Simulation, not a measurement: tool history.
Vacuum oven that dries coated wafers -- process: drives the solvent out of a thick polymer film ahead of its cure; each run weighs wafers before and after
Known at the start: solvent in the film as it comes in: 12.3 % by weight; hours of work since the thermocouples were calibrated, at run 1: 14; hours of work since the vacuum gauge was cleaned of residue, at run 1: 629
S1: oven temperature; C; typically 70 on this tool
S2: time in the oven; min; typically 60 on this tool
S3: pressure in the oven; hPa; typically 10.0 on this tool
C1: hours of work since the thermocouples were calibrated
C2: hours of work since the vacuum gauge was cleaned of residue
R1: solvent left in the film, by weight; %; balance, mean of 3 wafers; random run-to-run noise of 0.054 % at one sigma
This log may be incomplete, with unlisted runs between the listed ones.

run 1 hour=0.0 | S1=70 S2=60 S3=10.0 | C1=14 C2=629 | R1=2.39
run 2 hour=19.9 | S1=70 S2=60 S3=10.0 | C1=30 C2=645 | R1=2.36
run 3 hour=42.0 | S1=70 S2=60 S3=10.0 | C1=47 C2=663 | R1=2.26
run 4 hour=58.1 | S1=70 S2=60 S3=10.0 | C1=60 C2=675 | R1=2.38
run 5 hour=79.9 | S1=70 S2=60 S3=10.0 | C1=77 C2=693 | R1=2.43
run 6 hour=99.6 | S1=56 S2=60 S3=10.0 | C1=93 C2=708 | R1=5.62
run 7 hour=115.9 | S1=56 S2=60 S3=10.0 | C1=105 C2=721 | R1=5.71
run 8 hour=128.9 | S1=56 S2=60 S3=10.0 | C1=116 C2=731 | R1=5.67
run 9 hour=140.4 | S1=70 S2=60 S3=10.0 | C1=125 C2=740 | R1=2.55
run 10 hour=152.7 | S1=70 S2=60 S3=25.0 | C1=134 C2=750 | R1=4.54
run 11 hour=176.3 | S1=70 S2=85 S3=10.0 | C1=153 C2=769 | R1=2.05
run 12 hour=198.6 | S1=64 S2=60 S3=10.0 | C1=171 C2=786 | R1=3.54
run 13 hour=219.7 | S1=64 S2=60 S3=10.0 | C1=187 C2=803 | R1=3.54
run 14 hour=239.8 | S1=70 S2=60 S3=10.0 | C1=203 C2=819 | R1=2.40
run 15 hour=250.4 | S1=70 S2=60 S3=10.0 | C1=212 C2=827 | R1=2.49
run 16 hour=274.5 | S1=70 S2=60 S3=10.0 | C1=231 C2=846 | R1=2.30
run 17 hour=286.7 | S1=70 S2=60 S3=10.0 | C1=240 C2=856 | R1=2.37
run 18 hour=306.5 | S1=70 S2=60 S3=10.0 | C1=256 C2=872 | R1=2.43
run 19 hour=319.1 | S1=70 S2=60 S3=10.0 | C1=266 C2=882 | R1=2.47
-- hour=323.1 oven's thermocouples calibrated
run 20 hour=334.8 | S1=70 S2=60 S3=10.0 | C1=9 C2=892 | R1=2.38
run 21 hour=347.3 | S1=70 S2=60 S3=10.0 | C1=19 C2=902 | R1=2.41
run 22 hour=357.8 | S1=59 S2=34 S3=15.3 | C1=27 C2=910 | R1=7.15
run 23 hour=375.2 | S1=59 S2=80 S3=15.9 | C1=41 C2=924 | R1=5.41
run 24 hour=390.9 | S1=59 S2=80 S3=15.9 | C1=54 C2=937 | R1=5.60
run 25 hour=412.7 | S1=59 S2=80 S3=15.9 | C1=71 C2=954 | R1=5.48
run 26 hour=433.1 | S1=59 S2=80 S3=15.9 | C1=87 C2=970 | R1=5.42
run 27 hour=452.6 | S1=70 S2=63 S3=12.2 | C1=102 C2=985 | R1=2.72
-- hour=475.4 oven's thermocouples calibrated, once more
run 28 hour=476.3 | S1=77 S2=56 S3=39.3 | C1=1 C2=1003 | R1=4.92
run 29 hour=498.3 | S1=77 S2=64 S3=7.4 | C1=18 C2=1020 | R1=1.27
run 30 hour=516.9 | S1=58 S2=75 S3=7.4 | C1=33 C2=1035 | R1=4.30
run 31 hour=529.5 | S1=84 S2=76 S3=5.9 | C1=43 C2=1045 | R1=0.82

Run 32, settings as shown, results not yet in. Your forecast:
run 32 hour=544.6 | S1=70 S2=101 S3=29.9 | C1=55 C2=1056 | R1=?

Run 32 measured R1 5.25 %.
Had the tool carried no hidden state, the very same run would have given R1 4.72 %.
